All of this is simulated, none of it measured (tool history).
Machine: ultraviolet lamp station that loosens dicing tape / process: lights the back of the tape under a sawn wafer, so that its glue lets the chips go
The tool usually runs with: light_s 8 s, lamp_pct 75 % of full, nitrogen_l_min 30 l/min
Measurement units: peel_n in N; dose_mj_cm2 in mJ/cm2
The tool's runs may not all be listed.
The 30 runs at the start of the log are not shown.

run,day,light_s,lamp_pct,nitrogen_l_min,peel_n,dose_mj_cm2
31,39.646,14,83,58,0.11,964
32,40.454,14,83,58,0.103,960
33,42.017,14,61,29,0.217,706
34,43.171,5,75,30,1.51,312
35,44.296,9,76,20,0.563,564
36,45.996,8,79,10,1.294,526
37,47.133,5,77,53,0.927,316
38,48.654,9,77,40,0.258,571
39,50.288,9,77,40,0.262,570
40,51.454,15,83,49,0.09,1030
# day 52.383: lamp changed
# day 52.571: window cleaned of glue's vapour
41,53.246,15,83,49,0.107,1025
42,54.25,8,61,44,0.621,399
43,56.088,8,61,44,0.612,403
44,57.942,9,84,48,0.177,618

3 ways to go on from here, each from the tool as it stands after run 44. What would each give?
A,58.996,9,84,33,?,?
B,58.996,15,75,30,?,?
C,58.996,6,75,21,?,?

run,peel_n,dose_mj_cm2
A,0.258,626
B,0.127,923
C,1.372,372
Without the tool's unlogged condition, the same runs would have read:
run,peel_n,dose_mj_cm2
A,0.258,626
B,0.127,923
C,1.371,373
